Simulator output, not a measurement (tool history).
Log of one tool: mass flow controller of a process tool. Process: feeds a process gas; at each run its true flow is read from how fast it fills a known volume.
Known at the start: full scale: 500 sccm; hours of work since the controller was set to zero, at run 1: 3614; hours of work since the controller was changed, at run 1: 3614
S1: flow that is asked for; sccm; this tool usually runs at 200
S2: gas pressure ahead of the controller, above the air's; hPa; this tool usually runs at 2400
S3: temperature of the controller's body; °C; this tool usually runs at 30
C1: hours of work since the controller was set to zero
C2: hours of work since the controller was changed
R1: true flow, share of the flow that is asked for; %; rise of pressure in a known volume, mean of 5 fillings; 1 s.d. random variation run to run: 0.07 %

{"run": 1, "hour": 0.0, "S1": 200, "S2": 2400, "S3": 30, "C1": 3614, "C2": 3614, "R1": 98.29}
{"run": 2, "hour": 215.6, "S1": 200, "S2": 2400, "S3": 30, "C1": 3711, "C2": 3711, "R1": 98.29}
{"run": 3, "hour": 399.9, "S1": 265, "S2": 2400, "S3": 30, "C1": 3794, "C2": 3794, "R1": 98.53}
{"run": 4, "hour": 572.0, "S1": 200, "S2": 2400, "S3": 30, "C1": 3872, "C2": 3872, "R1": 98.16}
{"run": 5, "hour": 714.9, "S1": 200, "S2": 2400, "S3": 30, "C1": 3937, "C2": 3937, "R1": 98.31}
{"run": 6, "hour": 840.3, "S1": 200, "S2": 2400, "S3": 30, "C1": 3994, "C2": 3994, "R1": 98.22}
{"run": 7, "hour": 1054.7, "S1": 200, "S2": 2400, "S3": 30, "C1": 4090, "C2": 4090, "R1": 98.17}
{"run": 8, "hour": 1148.1, "S1": 200, "S2": 2400, "S3": 30, "C1": 4133, "C2": 4133, "R1": 98.26}
{"run": 9, "hour": 1311.2, "S1": 200, "S2": 2400, "S3": 29, "C1": 4206, "C2": 4206, "R1": 98.24}
{"run": 10, "hour": 1450.4, "S1": 200, "S2": 2400, "S3": 31, "C1": 4269, "C2": 4269, "R1": 98.01}
{"run": 11, "hour": 1571.9, "S1": 51, "S2": 2400, "S3": 31, "C1": 4324, "C2": 4324, "R1": 97.76}
{"run": 12, "hour": 1732.5, "S1": 200, "S2": 2400, "S3": 21, "C1": 4397, "C2": 4397, "R1": 99.13}
{"run": 13, "hour": 1879.3, "S1": 77, "S2": 2400, "S3": 21, "C1": 4463, "C2": 4463, "R1": 98.66}
{"run": 14, "hour": 2037.0, "S1": 77, "S2": 1480, "S3": 38, "C1": 4534, "C2": 4534, "R1": 97.56}
{"run": 15, "hour": 2151.0, "S1": 249, "S2": 2290, "S3": 30, "C1": 4586, "C2": 4586, "R1": 98.53}
{"run": 16, "hour": 2362.9, "S1": 59, "S2": 2290, "S3": 20, "C1": 4682, "C2": 4682, "R1": 98.74}
{"run": 17, "hour": 2466.1, "S1": 59, "S2": 2290, "S3": 20, "C1": 4728, "C2": 4728, "R1": 98.78}
{"run": 18, "hour": 2634.3, "S1": 59, "S2": 2290, "S3": 20, "C1": 4804, "C2": 4804, "R1": 98.76}
{"run": 19, "hour": 2728.1, "S1": 59, "S2": 1630, "S3": 20, "C1": 4847, "C2": 4847, "R1": 99.29}
{"run": 20, "hour": 2867.4, "S1": 59, "S2": 1630, "S3": 20, "C1": 4910, "C2": 4910, "R1": 99.24}
{"run": 21, "hour": 3026.4, "S1": 59, "S2": 1630, "S3": 20, "C1": 4982, "C2": 4982, "R1": 99.15}
{"run": 22, "hour": 3217.0, "S1": 181, "S2": 2370, "S3": 26, "C1": 5068, "C2": 5068, "R1": 98.57}

Forecast each of these 5 alternatives for the next run:
{"run": "A", "hour": 3416.7, "S1": 435, "S2": 2370, "S3": 26, "C1": 5158, "C2": 5158, "R1": "?"}
{"run": "B", "hour": 3416.7, "S1": 200, "S2": 1650, "S3": 39, "C1": 5158, "C2": 5158, "R1": "?"}
{"run": "C", "hour": 3416.7, "S1": 83, "S2": 2370, "S3": 26, "C1": 5158, "C2": 5158, "R1": "?"}
{"run": "D", "hour": 3416.7, "S1": 121, "S2": 1420, "S3": 34, "C1": 5158, "C2": 5158, "R1": "?"}
{"run": "E", "hour": 3416.7, "S1": 141, "S2": 1720, "S3": 33, "C1": 5158, "C2": 5158, "R1": "?"}

run=A R1=99.39
run=B R1=97.86
run=C R1=98.38
run=D R1=98.13
run=E R1=98.07
Without the tool's hidden state the same runs would have given:
run=A R1=99.39
run=B R1=97.85
run=C R1=98.36
run=D R1=98.12
run=E R1=98.06

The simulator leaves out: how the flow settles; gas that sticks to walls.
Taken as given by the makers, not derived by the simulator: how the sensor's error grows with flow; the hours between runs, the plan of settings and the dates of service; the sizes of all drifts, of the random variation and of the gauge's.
